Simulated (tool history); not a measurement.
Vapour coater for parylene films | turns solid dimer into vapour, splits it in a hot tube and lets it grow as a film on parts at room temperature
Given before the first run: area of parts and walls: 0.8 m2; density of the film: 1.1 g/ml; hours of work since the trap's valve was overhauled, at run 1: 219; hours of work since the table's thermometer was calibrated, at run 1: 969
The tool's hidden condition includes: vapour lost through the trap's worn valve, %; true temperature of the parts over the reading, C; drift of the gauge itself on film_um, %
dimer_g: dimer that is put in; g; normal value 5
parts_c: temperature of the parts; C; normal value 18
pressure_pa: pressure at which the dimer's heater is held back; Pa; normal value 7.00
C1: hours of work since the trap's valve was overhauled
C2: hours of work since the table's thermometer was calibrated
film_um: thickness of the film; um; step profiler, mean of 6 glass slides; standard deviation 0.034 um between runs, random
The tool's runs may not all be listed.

run 1 hour=0.0 | dimer_g=5 parts_c=18 pressure_pa=7.00 | C1=219 C2=969 | film_um=3.03
run 2 hour=53.1 | dimer_g=5 parts_c=18 pressure_pa=7.00 | C1=245 C2=995 | film_um=3.05
-- hour=75.6 trap's valve overhauled
run 3 hour=119.1 | dimer_g=5 parts_c=18 pressure_pa=7.00 | C1=21 C2=1025 | film_um=3.41
run 4 hour=178.9 | dimer_g=5 parts_c=18 pressure_pa=7.00 | C1=50 C2=1054 | film_um=3.44
run 5 hour=240.1 | dimer_g=3 parts_c=18 pressure_pa=7.00 | C1=79 C2=1083 | film_um=2.01
run 6 hour=282.9 | dimer_g=2 parts_c=18 pressure_pa=7.00 | C1=100 C2=1104 | film_um=1.33
run 7 hour=344.7 | dimer_g=5 parts_c=16 pressure_pa=7.00 | C1=130 C2=1134 | film_um=3.47
run 8 hour=424.5 | dimer_g=5 parts_c=16 pressure_pa=4.17 | C1=168 C2=1172 | film_um=3.73
run 9 hour=465.0 | dimer_g=5 parts_c=16 pressure_pa=4.17 | C1=188 C2=1192 | film_um=3.62
run 10 hour=501.1 | dimer_g=5 parts_c=16 pressure_pa=4.17 | C1=205 C2=1209 | film_um=3.65
run 11 hour=584.8 | dimer_g=5 parts_c=16 pressure_pa=4.17 | C1=245 C2=1249 | film_um=3.54
-- hour=606.4 trap's valve overhauled
run 12 hour=640.2 | dimer_g=5 parts_c=14 pressure_pa=4.17 | C1=16 C2=1274 | film_um=4.31
run 13 hour=681.5 | dimer_g=5 parts_c=14 pressure_pa=4.17 | C1=36 C2=1294 | film_um=4.30
run 14 hour=759.7 | dimer_g=5 parts_c=11 pressure_pa=7.00 | C1=74 C2=1332 | film_um=4.12
run 15 hour=828.4 | dimer_g=5 parts_c=11 pressure_pa=7.00 | C1=107 C2=1365 | film_um=4.03
run 16 hour=889.0 | dimer_g=5 parts_c=18 pressure_pa=7.00 | C1=136 C2=1394 | film_um=3.20
run 17 hour=955.1 | dimer_g=5 parts_c=18 pressure_pa=7.00 | C1=168 C2=1426 | film_um=3.16
run 18 hour=1042.8 | dimer_g=5 parts_c=11 pressure_pa=7.00 | C1=210 C2=1468 | film_um=3.80
run 19 hour=1130.3 | dimer_g=5 parts_c=11 pressure_pa=7.00 | C1=253 C2=1510 | film_um=3.78
-- hour=1141.8 trap's valve overhauled
run 20 hour=1174.6 | dimer_g=5 parts_c=11 pressure_pa=7.00 | C1=16 C2=1530 | film_um=4.25
run 21 hour=1221.8 | dimer_g=5 parts_c=18 pressure_pa=7.00 | C1=39 C2=1553 | film_um=3.50
run 22 hour=1309.1 | dimer_g=4 parts_c=18 pressure_pa=7.00 | C1=81 C2=1595 | film_um=2.66
run 23 hour=1383.2 | dimer_g=3 parts_c=11 pressure_pa=4.94 | C1=116 C2=1630 | film_um=2.64
run 24 hour=1468.0 | dimer_g=3 parts_c=11 pressure_pa=4.94 | C1=157 C2=1671 | film_um=2.53
run 25 hour=1530.0 | dimer_g=5 parts_c=17 pressure_pa=2.95 | C1=187 C2=1701 | film_um=3.95
run 26 hour=1603.4 | dimer_g=5 parts_c=17 pressure_pa=2.95 | C1=223 C2=1737 | film_um=3.78
-- hour=1673.6 trap's valve overhauled
run 27 hour=1692.7 | dimer_g=5 parts_c=17 pressure_pa=2.95 | C1=9 C2=1778 | film_um=4.18
run 28 hour=1744.7 | dimer_g=5 parts_c=17 pressure_pa=2.95 | C1=34 C2=1803 | film_um=4.21
run 29 hour=1805.8 | dimer_g=5 parts_c=19 pressure_pa=7.63 | C1=64 C2=1832 | film_um=3.21
run 30 hour=1875.3 | dimer_g=6 parts_c=15 pressure_pa=5.23 | C1=97 C2=1866 | film_um=4.57
run 31 hour=1920.4 | dimer_g=4 parts_c=28 pressure_pa=6.35 | C1=119 C2=1887 | film_um=2.01
run 32 hour=1991.6 | dimer_g=5 parts_c=18 pressure_pa=5.84 | C1=153 C2=1922 | film_um=3.37
run 33 hour=2035.8 | dimer_g=3 parts_c=18 pressure_pa=10.48 | C1=175 C2=1943 | film_um=1.79
run 34 hour=2072.0 | dimer_g=4 parts_c=18 pressure_pa=5.34 | C1=192 C2=1961 | film_um=2.68
-- hour=2154.7 table's thermometer calibrated
run 35 hour=2154.7 | dimer_g=8 parts_c=16 pressure_pa=7.00 | C1=231 C2=0 | film_um=5.17
-- hour=2206.3 trap's valve overhauled
run 36 hour=2212.2 | dimer_g=8 parts_c=16 pressure_pa=7.00 | C1=3 C2=26 | film_um=5.84
run 37 hour=2254.6 | dimer_g=5 parts_c=18 pressure_pa=7.00 | C1=23 C2=46 | film_um=3.45
run 38 hour=2302.3 | dimer_g=5 parts_c=18 pressure_pa=7.00 | C1=46 C2=69 | film_um=3.37
run 39 hour=2377.5 | dimer_g=2 parts_c=16 pressure_pa=5.38 | C1=83 C2=105 | film_um=1.47
run 40 hour=2433.8 | dimer_g=2 parts_c=18 pressure_pa=10.85 | C1=110 C2=133 | film_um=1.21
run 41 hour=2499.0 | dimer_g=4 parts_c=25 pressure_pa=8.39 | C1=141 C2=164 | film_um=2.03

4 ways to go on from here, each from the tool as it stands after run 41. What would each give?
run A hour=2582.6 | dimer_g=7 parts_c=18 pressure_pa=6.62 | C1=181 C2=204 | film_um=?
run B hour=2582.6 | dimer_g=5 parts_c=18 pressure_pa=7.00 | C1=181 C2=204 | film_um=?
run C hour=2582.6 | dimer_g=4 parts_c=17 pressure_pa=8.39 | C1=181 C2=204 | film_um=?
run D hour=2582.6 | dimer_g=2 parts_c=18 pressure_pa=3.21 | C1=181 C2=204 | film_um=?

run=A film_um=4.44
run=B film_um=3.14
run=C film_um=2.49
run=D film_um=1.47
What these runs would have given with no unlogged condition in the tool:
run=A film_um=4.94
run=B film_um=3.48
run=C film_um=2.77
run=D film_um=1.64

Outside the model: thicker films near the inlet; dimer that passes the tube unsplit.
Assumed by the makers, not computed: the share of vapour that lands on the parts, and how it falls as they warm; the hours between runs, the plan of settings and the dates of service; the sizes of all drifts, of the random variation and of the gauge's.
